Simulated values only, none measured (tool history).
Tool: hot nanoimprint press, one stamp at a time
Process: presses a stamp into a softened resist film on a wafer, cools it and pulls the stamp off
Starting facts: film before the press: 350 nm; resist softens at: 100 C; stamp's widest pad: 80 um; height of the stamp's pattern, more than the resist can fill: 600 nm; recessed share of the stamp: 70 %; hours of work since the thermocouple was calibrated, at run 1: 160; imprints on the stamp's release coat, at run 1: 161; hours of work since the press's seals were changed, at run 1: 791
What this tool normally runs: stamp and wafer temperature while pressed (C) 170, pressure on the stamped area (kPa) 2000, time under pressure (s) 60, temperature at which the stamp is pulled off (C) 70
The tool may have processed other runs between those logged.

run    hour  stamp and wafer temperature while pressed (C)  pressure on the stamped area (kPa)  time under pressure (s)  temperature at which the stamp is pulled off (C)  hours of work since the thermocouple was calibrated  imprints on the stamp's release coat  hours of work since the press's seals were changed  resist left under the stamp's widest pad (angstrom)  greatest force while the stamp is pulled off (N)
  1       0                                            170                                2000                       60                                                70                                                  160                                   161                                                 791                                                 1999                                               103
  2    42.2                                            170                                2000                       60                                                70                                                  180                                   276                                                 811                                                 1999                                               105
  3    95.2                                            170                                2000                       60                                                70                                                  205                                   420                                                 836                                                 1997                                               106
  4   123.5                                            170                                2000                       60                                                70                                                  219                                   497                                                 850                                                 1993                                               103
  5   154.3                                            170                                2000                       60                                                70                                                  233                                   581                                                 864                                                 1997                                               100
  6   205.2                                            170                                2000                       36                                                70                                                  257                                   720                                                 889                                                 2298                                               104
      211.8  -- plate thermocouple calibrated
  7   251.1                                            170                                2000                       60                                                70                                                   19                                   837                                                 909                                                 1987                                               102
  8     301                                            170                                2000                       60                                                70                                                   42                                   973                                                 933                                                 1994                                               104
  9   353.7                                            170                                2000                       60                                                70                                                   67                                  1116                                                 958                                                 1988                                               104
 10   375.2                                            170                                2000                       60                                                70                                                   77                                  1175                                                 968                                                 1998                                               102
      392.8  -- stamp cleaned and given a new release coat
 11   410.3                                            170                                2000                       60                                                70                                                   91                                    48                                                 982                                                 2001                                               100
 12   436.2                                            170                                2000                       60                                                70                                                  104                                   118                                                 994                                                 2005                                                96
 13   476.9                                            170                                2000                       56                                                70                                                  123                                   229                                                1013                                                 2037                                               104
 14   516.3                                            170                                2000                       56                                                70                                                  142                                   336                                                1032                                                 2043                                               101
 15   547.1                                            170                                2000                       56                                                70                                                  156                                   420                                                1046                                                 2035                                               102
 16   594.3                                            170                                2120                       60                                                70                                                  179                                   549                                                1069                                                 1953                                               105
 17   641.5                                            164                                2120                       39                                                70                                                  201                                   677                                                1091                                                 2581                                                97
 18   680.4                                            164                                2120                       39                                                70                                                  219                                   783                                                1110                                                 2580                                               101
 19   709.3                                            170                                2180                       41                                                70                                                  233                                   862                                                1123                                                 2137                                               100
 20   734.3                                            170                                1900                      114                                                70                                                  245                                   930                                                1135                                                 1689                                               103
      764.2  -- plate thermocouple calibrated
 21   769.7                                            170                                1900                      114                                                70                                                    3                                  1018                                                1151                                                 1684                                               104
 22     817                                            174                                1400                       60                                                70                                                   25                                  1147                                                1173                                                 2101                                               102
      841.4  -- stamp cleaned and given a new release coat
 23     876                                            170                                1490                       60                                                62                                                   50                                    94                                                1198                                                 2284                                               108
 24   918.7                                            170                                2420                       32                                                70                                                   70                                   210                                                1218                                                 2187                                               102
 25   964.1                                            170                                2420                       32                                                70                                                   92                                   334                                                1240                                                 2174                                               105
      995.8  -- press's hydraulic seals changed and the load cell set to zero
 26  1024.8                                            170                                2000                       48                                                70                                                  117                                   478                                                  14                                                 2113                                                96
 27  1064.7                                            170                                1550                       60                                                70                                                  136                                   586                                                  33                                                 2246                                               100
 28  1114.5                                            170                                1440                       50                                                58                                                  160                                   722                                                  56                                                 2433                                               112
 29  1148.7                                            170                                1440                       50                                                58                                                  176                                   815                                                  72                                                 2415                                               114

Each row is a separate what-if for the run after 29, all from the same tool condition, not one after another. Results?
  A  1172.7                                            164                                1840                      107                                                58                                                  187                                   880                                                  84                                                    ?                                                 ?
  B  1172.7                                            170                                1820                       75                                                60                                                  187                                   880                                                  84                                                    ?                                                 ?
  C  1172.7                                            169                                1440                       50                                                56                                                  187                                   880                                                  84                                                    ?                                                 ?
  D  1172.7                                            170                                2600                       50                                                61                                                  187                                   880                                                  84                                                    ?                                                 ?
  E  1172.7                                            170                                1500                       31                                                70                                                  187                                   880                                                  84                                                    ?                                                 ?

run  resist left under the stamp's widest pad (angstrom)  greatest force while the stamp is pulled off (N)
  A                                                 2152                                               112
  B                                                 1962                                               112
  C                                                 2479                                               117
  D                                                 1845                                               111
  E                                                 2645                                                97
With the hidden condition removed and each run's random variation left untouched, the same runs would have given:
run  resist left under the stamp's widest pad (angstrom)  greatest force while the stamp is pulled off (N)
  A                                                 2153                                               111
  B                                                 1963                                               112
  C                                                 2480                                               116
  D                                                 1846                                               110
  E                                                 2646                                                96

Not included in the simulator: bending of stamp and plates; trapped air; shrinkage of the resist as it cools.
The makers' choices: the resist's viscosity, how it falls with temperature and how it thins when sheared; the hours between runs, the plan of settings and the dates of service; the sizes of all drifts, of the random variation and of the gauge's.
